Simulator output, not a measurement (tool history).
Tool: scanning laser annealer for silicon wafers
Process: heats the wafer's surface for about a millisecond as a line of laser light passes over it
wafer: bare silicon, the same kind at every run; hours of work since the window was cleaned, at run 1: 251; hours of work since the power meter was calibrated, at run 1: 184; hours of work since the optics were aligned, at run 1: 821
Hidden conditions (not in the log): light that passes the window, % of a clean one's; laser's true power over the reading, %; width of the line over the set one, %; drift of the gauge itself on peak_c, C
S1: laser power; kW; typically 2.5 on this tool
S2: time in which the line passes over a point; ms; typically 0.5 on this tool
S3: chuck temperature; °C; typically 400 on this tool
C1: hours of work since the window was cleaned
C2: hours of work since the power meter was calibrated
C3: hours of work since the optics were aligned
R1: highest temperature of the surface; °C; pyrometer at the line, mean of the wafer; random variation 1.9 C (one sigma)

| run | hour | S1 | S2 | S3 | C1 | C2 | C3 | R1 |
|---|---|---|---|---|---|---|---|---|
| 1 | 0 | 2.5 | 0.5 | 400 | 251 | 184 | 821 | 1209 |
| 2 | 23.5 | 2.5 | 0.5 | 400 | 270 | 202 | 840 | 1210 |
| 3 | 38.6 | 2.5 | 0.5 | 400 | 282 | 214 | 852 | 1207 |
| 4 | 63 | 2.5 | 0.5 | 400 | 301 | 233 | 871 | 1205 |
| 5 | 76.7 | 2.5 | 0.37 | 400 | 311 | 244 | 881 | 1081 |
| 6 | 97.9 | 2.5 | 0.5 | 362 | 328 | 261 | 898 | 1172 |
| 7 | 119.7 | 2.5 | 0.5 | 362 | 345 | 278 | 915 | 1168 |
| 8 | 144.8 | 2.5 | 0.5 | 393 | 365 | 297 | 935 | 1202 |
| 9 | 170.2 | 2.5 | 0.5 | 393 | 385 | 317 | 955 | 1196 |
| 10 | 198.9 | 2.5 | 0.5 | 393 | 407 | 340 | 977 | 1198 |
| 11 | 225.3 | 2.5 | 0.5 | 393 | 428 | 361 | 998 | 1204 |
| 12 | 238.1 | 2.698 | 0.436 | 400 | 438 | 370 | 1008 | 1217 |
| 13 | 258.1 | 2.698 | 0.436 | 400 | 454 | 386 | 1024 | 1219 |
| 14 | 272.9 | 2.698 | 0.436 | 400 | 465 | 398 | 1035 | 1218 |
| 15 | 298.3 | 2.486 | 0.369 | 383 | 485 | 418 | 1055 | 1059 |
| 16 | 314.4 | 2.486 | 0.369 | 383 | 498 | 430 | 1068 | 1059 |
| 17 | 332.5 | 2.482 | 0.396 | 385 | 512 | 445 | 1082 | 1084 |
| 18 | 359.5 | 2.482 | 0.396 | 385 | 533 | 466 | 1103 | 1091 |
| 19 | 376.7 | 2.681 | 0.5 | 400 | 547 | 479 | 1117 | 1277 |
| 20 | 401.4 | 2.343 | 0.418 | 408 | 566 | 499 | 1136 | 1084 |

Below are 3 alternative next runs, each starting from the tool's condition after run 20. Predict each:
| A | 414.6 | 2.254 | 0.418 | 369 | 576 | 509 | 1146 | ? |
| B | 414.6 | 2.343 | 0.362 | 408 | 576 | 509 | 1146 | ? |
| C | 414.6 | 2.343 | 0.544 | 408 | 576 | 509 | 1146 | ? |

| run | R1 |
|---|---|
| A | 1016 |
| B | 1032 |
| C | 1188 |
What these runs would have given with no unlogged condition in the tool:
| run | R1 |
|---|---|
| A | 1016 |
| B | 1033 |
| C | 1189 |

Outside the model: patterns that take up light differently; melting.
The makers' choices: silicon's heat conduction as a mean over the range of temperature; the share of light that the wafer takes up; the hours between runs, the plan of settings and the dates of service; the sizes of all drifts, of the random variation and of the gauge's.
